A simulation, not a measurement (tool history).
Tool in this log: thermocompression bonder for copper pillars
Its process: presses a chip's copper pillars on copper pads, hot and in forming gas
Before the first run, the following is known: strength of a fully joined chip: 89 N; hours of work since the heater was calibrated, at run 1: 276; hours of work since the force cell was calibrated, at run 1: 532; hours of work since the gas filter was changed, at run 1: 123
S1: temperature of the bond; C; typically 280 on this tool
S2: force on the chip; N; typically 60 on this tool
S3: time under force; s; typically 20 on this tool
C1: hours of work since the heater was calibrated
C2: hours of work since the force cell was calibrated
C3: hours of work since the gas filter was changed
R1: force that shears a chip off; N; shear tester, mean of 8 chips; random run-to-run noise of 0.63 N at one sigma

run     day   S1  S2  S3   C1   C2   C3    R1
  1       0  280  60  20  276  532  123  59.6
  2   0.504  280  60  20  285  541  132    61
  3   1.088  280  60  20  294  550  141    61
  4   1.883  280  60  20  307  563  154  59.4
  5   2.967  280  60  20  325  581  172  59.1
  6   4.079  280  60  20  343  599  190  59.1
  7     4.6  286  60  20  351  607  198  62.4
  8   5.533  286  60  20  366  622  214  61.6
  9   6.383  250  60  20  380  636  227  45.4
 10   6.938  292  53  43  389  645  236  71.6
 11   7.821  251  53  14  404  660  251  36.5
 12   8.638  280  43  20  417  673  264  48.7
 13   9.721  259  82  17  435  691  282  54.3
 14  10.783  252  90  12  452  708  299  49.3
 15  11.458  252  37  12  463  719  310  26.7

Alternative continuations, all from the tool just after run 15; predict every row:
  A  11.938  255  46  44  471  727  318   ?
  B  11.938  250  37  12  471  727  318   ?
  C  11.938  295  60  20  471  727  318   ?

run    R1
  A  50.5
  B  26.6
  C  62.9
Take away the tool's hidden state, keep each run's random variation, and the runs would have read:
run    R1
  A  55.8
  B  29.9
  C  68.6
